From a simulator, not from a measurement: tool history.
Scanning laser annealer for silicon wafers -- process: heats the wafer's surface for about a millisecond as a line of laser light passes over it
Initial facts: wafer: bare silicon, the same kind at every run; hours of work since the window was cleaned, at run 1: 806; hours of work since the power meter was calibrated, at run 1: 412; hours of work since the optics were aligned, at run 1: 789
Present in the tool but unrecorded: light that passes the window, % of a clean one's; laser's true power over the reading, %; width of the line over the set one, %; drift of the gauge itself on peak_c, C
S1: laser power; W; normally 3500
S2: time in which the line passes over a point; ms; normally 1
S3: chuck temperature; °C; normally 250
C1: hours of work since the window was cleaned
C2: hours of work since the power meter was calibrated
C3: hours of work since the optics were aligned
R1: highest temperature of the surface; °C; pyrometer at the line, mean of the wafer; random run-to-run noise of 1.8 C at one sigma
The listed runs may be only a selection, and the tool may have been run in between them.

run,hour,S1,S2,S3,C1,C2,C3,R1
1,0,3500,1,250,806,412,789,1050
2,14.1,3145,1,250,815,421,798,949
3,22,3145,1,250,820,426,803,945
4,35.1,3500,1,250,828,434,811,1053
5,53.6,3500,1,250,840,446,823,1054
6,61.6,3500,1,250,845,451,828,1055
# hour 79.8: window over the wafer cleaned
7,81.5,3500,1,244,1,462,839,1050
8,91.6,3500,1,244,7,468,846,1050
9,103.5,3500,1,244,15,476,853,1047
10,113.7,3500,1,244,21,482,860,1043
11,132.8,3500,0.81,250,33,494,872,978
12,142,3680,1,250,39,500,878,1108
13,158.1,3500,0.86,250,49,510,888,996
14,172.7,3500,0.86,250,59,520,897,999
15,191.4,3500,0.86,250,70,531,909,1000
16,199.7,3500,0.86,250,76,537,914,997
17,217.3,3500,0.86,250,87,548,925,996
18,233,3500,0.86,250,97,558,935,1001
19,242.5,3500,0.86,250,103,564,941,996
20,261.8,3500,1,264,115,576,953,1070
21,274.7,3500,1,264,123,584,961,1070
22,286.3,3781,0.81,222,130,591,969,1025
23,295.1,3085,0.93,222,136,597,974,882
24,312.6,3722,1.11,266,147,608,985,1182
# hour 324.2: optics aligned, line set to its width
25,331.3,3722,1.11,266,156,617,4,1180
26,342.2,3445,0.94,250,163,623,11,1014
27,359.3,3059,1.22,213,173,634,22,955
28,369.5,3500,0.91,255,180,641,29,1021
29,380.4,3500,1.14,255,187,648,35,1109
30,394.8,3593,0.74,240,196,657,45,956
31,403.9,3787,0.74,287,201,662,50,1052
32,415.1,3787,0.74,287,209,669,57,1055
33,424.5,3787,0.74,287,215,675,63,1055
34,441.2,3193,1,250,225,686,74,964
35,450,3193,1,250,231,691,79,962
36,465.7,3076,1,250,241,701,89,928
37,482.5,3184,1,250,251,712,100,963
38,492.1,3519,1.21,237,257,718,106,1123
39,502.1,3500,0.74,290,264,724,112,983
40,512,3500,0.97,222,270,731,119,1011
41,520.5,3500,0.97,222,275,736,124,1013

Here are 3 independent what-if runs from the current tool condition. What would each one return?
A,531,3361,0.91,223,282,743,131,?
B,531,3500,0.78,216,282,743,131,?
C,531,3200,0.97,222,282,743,131,?

run,R1
A,951
B,931
C,927
Take away the tool's hidden state, keep each run's random variation, and the runs would have read:
run,R1
A,951
B,932
C,927
